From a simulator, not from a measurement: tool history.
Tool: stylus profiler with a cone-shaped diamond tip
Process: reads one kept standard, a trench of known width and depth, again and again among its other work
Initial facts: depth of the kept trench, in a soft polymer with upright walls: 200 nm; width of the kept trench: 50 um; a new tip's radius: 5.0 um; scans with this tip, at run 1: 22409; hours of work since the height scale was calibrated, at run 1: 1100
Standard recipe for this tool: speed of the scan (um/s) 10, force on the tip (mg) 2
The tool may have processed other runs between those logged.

| run | day | speed of the scan (um/s) | force on the tip (mg) | scans with this tip | hours of work since the height scale was calibrated | depth of the trench (nm) | width of the trench's floor (um) |
|---|---|---|---|---|---|---|---|
| 1 | 0 | 10 | 2 | 22409 | 1100 | 201.46 | 45.2 |
|  | 1.721 | height scale calibrated on a step standard |
| 2 | 2.404 | 10 | 2 | 22732 | 10 | 202.67 | 45.09 |
| 3 | 4.55 | 10 | 0.98 | 23022 | 39 | 201.72 | 45.12 |
| 4 | 7.392 | 10 | 0.98 | 23407 | 79 | 201.47 | 45.05 |
| 5 | 9.788 | 10 | 0.98 | 23731 | 112 | 201.48 | 45.06 |
| 6 | 12.512 | 10 | 0.98 | 24100 | 150 | 201.37 | 45.02 |
| 7 | 14.483 | 10 | 0.98 | 24366 | 177 | 201.4 | 45.04 |
|  | 16.617 | new tip fitted, height scale calibrated |
| 8 | 17.475 | 10 | 2 | 116 | 12 | 202.6 | 47.11 |
| 9 | 21.462 | 31 | 2 | 655 | 67 | 202.58 | 46.86 |
| 10 | 23.454 | 31 | 0.8 | 925 | 95 | 201.4 | 46.72 |
| 11 | 25.579 | 31 | 0.8 | 1213 | 124 | 201.48 | 46.69 |
| 12 | 30.054 | 31 | 0.8 | 1818 | 186 | 201.27 | 46.59 |
| 13 | 32.992 | 31 | 0.8 | 2216 | 227 | 201.44 | 46.55 |
| 14 | 35.875 | 34 | 4.68 | 2606 | 267 | 204.44 | 46.72 |
| 15 | 39.571 | 38 | 2.14 | 3106 | 318 | 202.54 | 46.57 |
| 16 | 42.725 | 15 | 5.43 | 3533 | 362 | 204.87 | 46.65 |
| 17 | 45.783 | 10 | 5.2 | 3947 | 405 | 204.72 | 46.68 |
| 18 | 50.371 | 10 | 5.2 | 4568 | 468 | 204.64 | 46.58 |
| 19 | 52.55 | 12 | 4.33 | 4863 | 498 | 203.95 | 46.49 |
| 20 | 56.558 | 12 | 4.33 | 5405 | 554 | 204.01 | 46.56 |
| 21 | 59.738 | 4 | 3.31 | 5836 | 598 | 203.12 | 46.52 |
| 22 | 63.883 | 4 | 3.31 | 6397 | 656 | 203 | 46.47 |
| 23 | 68.262 | 4 | 3.31 | 6989 | 716 | 202.86 | 46.44 |
| 24 | 70.2 | 10 | 2.98 | 7251 | 743 | 202.69 | 46.36 |

Branching from run 24: 5 alternative next runs. What would each branch give?
| A | 72.275 | 2 | 2.87 | 7532 | 772 | ? | ? |
| B | 72.275 | 2 | 3.54 | 7532 | 772 | ? | ? |
| C | 72.275 | 10 | 1.65 | 7532 | 772 | ? | ? |
| D | 72.275 | 10 | 2.91 | 7532 | 772 | ? | ? |
| E | 72.275 | 14 | 2.8 | 7532 | 772 | ? | ? |

| run | depth of the trench (nm) | width of the trench's floor (um) |
|---|---|---|
| A | 202.58 | 46.38 |
| B | 203.13 | 46.39 |
| C | 201.83 | 46.28 |
| D | 202.55 | 46.25 |
| E | 202.76 | 46.33 |
The same runs, with their run-to-run variation unchanged, on a tool lacking any hidden condition would have given:
| run | depth of the trench (nm) | width of the trench's floor (um) |
|---|---|---|
| A | 203.33 | 47.2 |
| B | 203.89 | 47.21 |
| C | 202.58 | 47.1 |
| D | 203.3 | 47.08 |
| E | 203.52 | 47.16 |

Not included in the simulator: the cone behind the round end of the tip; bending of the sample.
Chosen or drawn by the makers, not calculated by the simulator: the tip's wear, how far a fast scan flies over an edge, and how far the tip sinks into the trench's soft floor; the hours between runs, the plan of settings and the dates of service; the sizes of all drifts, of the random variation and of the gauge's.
